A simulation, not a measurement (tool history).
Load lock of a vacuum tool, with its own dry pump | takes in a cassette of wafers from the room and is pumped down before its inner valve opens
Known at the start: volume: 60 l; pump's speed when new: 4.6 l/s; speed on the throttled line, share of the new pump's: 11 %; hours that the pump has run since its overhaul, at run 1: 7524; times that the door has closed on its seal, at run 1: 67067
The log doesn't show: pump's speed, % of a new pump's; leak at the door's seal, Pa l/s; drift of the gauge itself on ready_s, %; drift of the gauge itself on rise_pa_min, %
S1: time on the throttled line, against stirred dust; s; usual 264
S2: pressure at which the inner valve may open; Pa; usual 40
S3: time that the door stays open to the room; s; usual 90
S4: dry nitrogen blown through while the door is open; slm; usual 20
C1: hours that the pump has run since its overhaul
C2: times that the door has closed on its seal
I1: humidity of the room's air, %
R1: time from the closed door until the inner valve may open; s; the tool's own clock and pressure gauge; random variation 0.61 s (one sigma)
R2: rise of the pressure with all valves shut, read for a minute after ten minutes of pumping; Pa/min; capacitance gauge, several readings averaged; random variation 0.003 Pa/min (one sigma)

| run | hour | S1 | S2 | S3 | S4 | C1 | C2 | I1 | R1 | R2 |
|---|---|---|---|---|---|---|---|---|---|---|
| 1 | 0 | 264 | 40 | 90 | 20 | 7524 | 67067 | 48.3 | 338.1 | 0.046 |
| 2 | 259.7 | 264 | 40 | 90 | 20 | 7784 | 68070 | 45 | 338 | 0.035 |
| 3 | 476.2 | 264 | 40 | 32 | 20 | 8000 | 68906 | 44.5 | 338.8 | 0.017 |
| 4 | 722.8 | 264 | 40 | 32 | 20 | 8247 | 69857 | 44.6 | 338.4 | 0.021 |
| 5 | 975.8 | 264 | 40 | 32 | 20 | 8500 | 70834 | 46.3 | 338.5 | 0.019 |
| 6 | 1168.5 | 264 | 40 | 90 | 20 | 8693 | 71578 | 45.5 | 338.2 | 0.039 |
| 7 | 1394.5 | 264 | 40 | 130 | 20 | 8919 | 72450 | 44.6 | 338.2 | 0.048 |
| 8 | 1557 | 264 | 40 | 90 | 20 | 9081 | 73077 | 42 | 338.2 | 0.03 |
| 9 | 1664.7 | 264 | 40 | 90 | 18 | 9189 | 73493 | 46.2 | 339.3 | 0.037 |
| 10 | 1833.9 | 264 | 40 | 90 | 18 | 9358 | 74146 | 48.4 | 338.1 | 0.046 |
|  | 1960.9 | door's seal changed, seat wiped |
| 11 | 2080.1 | 264 | 53 | 90 | 20 | 9603 | 460 | 44.9 | 335 | 0.037 |
| 12 | 2241 | 264 | 53 | 90 | 20 | 9764 | 1082 | 45.6 | 334.9 | 0.035 |
| 13 | 2354.8 | 264 | 53 | 90 | 20 | 9877 | 1521 | 47.3 | 334.4 | 0.034 |
| 14 | 2561.5 | 264 | 53 | 90 | 20 | 10084 | 2319 | 47.3 | 334.4 | 0.041 |
| 15 | 2726.7 | 485 | 37 | 90 | 20 | 10249 | 2956 | 45.1 | 537.5 | 0.037 |
| 16 | 2883.2 | 485 | 37 | 90 | 20 | 10406 | 3560 | 43.5 | 538.5 | 0.038 |
| 17 | 3027 | 476 | 69 | 27 | 38 | 10549 | 4115 | 46 | 521.1 | 0.011 |
| 18 | 3273.7 | 476 | 40 | 115 | 5 | 10796 | 5067 | 44.8 | 528.2 | 0.073 |
| 19 | 3471.3 | 264 | 40 | 45 | 20 | 10994 | 5830 | 41.9 | 338.7 | 0.017 |
| 20 | 3673.4 | 264 | 40 | 45 | 20 | 11196 | 6610 | 45.3 | 338.6 | 0.019 |
| 21 | 3798.1 | 264 | 40 | 200 | 17 | 11321 | 7092 | 46.4 | 338.3 | 0.072 |
| 22 | 3917.3 | 340 | 45 | 200 | 17 | 11440 | 7552 | 43.5 | 404.7 | 0.062 |
| 23 | 4157.9 | 340 | 45 | 200 | 17 | 11680 | 8480 | 46.4 | 405.1 | 0.069 |
| 24 | 4368.9 | 422 | 45 | 200 | 27 | 11891 | 9295 | 43.6 | 478.9 | 0.051 |
| 25 | 4541 | 422 | 45 | 200 | 27 | 12064 | 9959 | 44.8 | 479.6 | 0.051 |
| 26 | 4733 | 422 | 45 | 219 | 27 | 12255 | 10700 | 44.7 | 479.1 | 0.059 |
| 27 | 4872.1 | 264 | 40 | 156 | 20 | 12395 | 11237 | 45.9 | 338.4 | 0.054 |

Forecast each of these 3 alternatives for the next run:
| A | 4997.1 | 523 | 71 | 90 | 12 | 12520 | 11720 | 45.6 | ? | ? |
| B | 4997.1 | 142 | 40 | 125 | 8 | 12520 | 11720 | 45.3 | ? | ? |
| C | 4997.1 | 264 | 77 | 97 | 24 | 12520 | 11720 | 48.3 | ? | ? |

| run | R1 | R2 |
|---|---|---|
| A | 564.3 | 0.041 |
| B | 229.1 | 0.066 |
| C | 328.9 | 0.032 |
Without the tool's hidden state the same runs would have given:
| run | R1 | R2 |
|---|---|---|
| A | 564.3 | 0.041 |
| B | 229.1 | 0.066 |
| C | 328.9 | 0.032 |
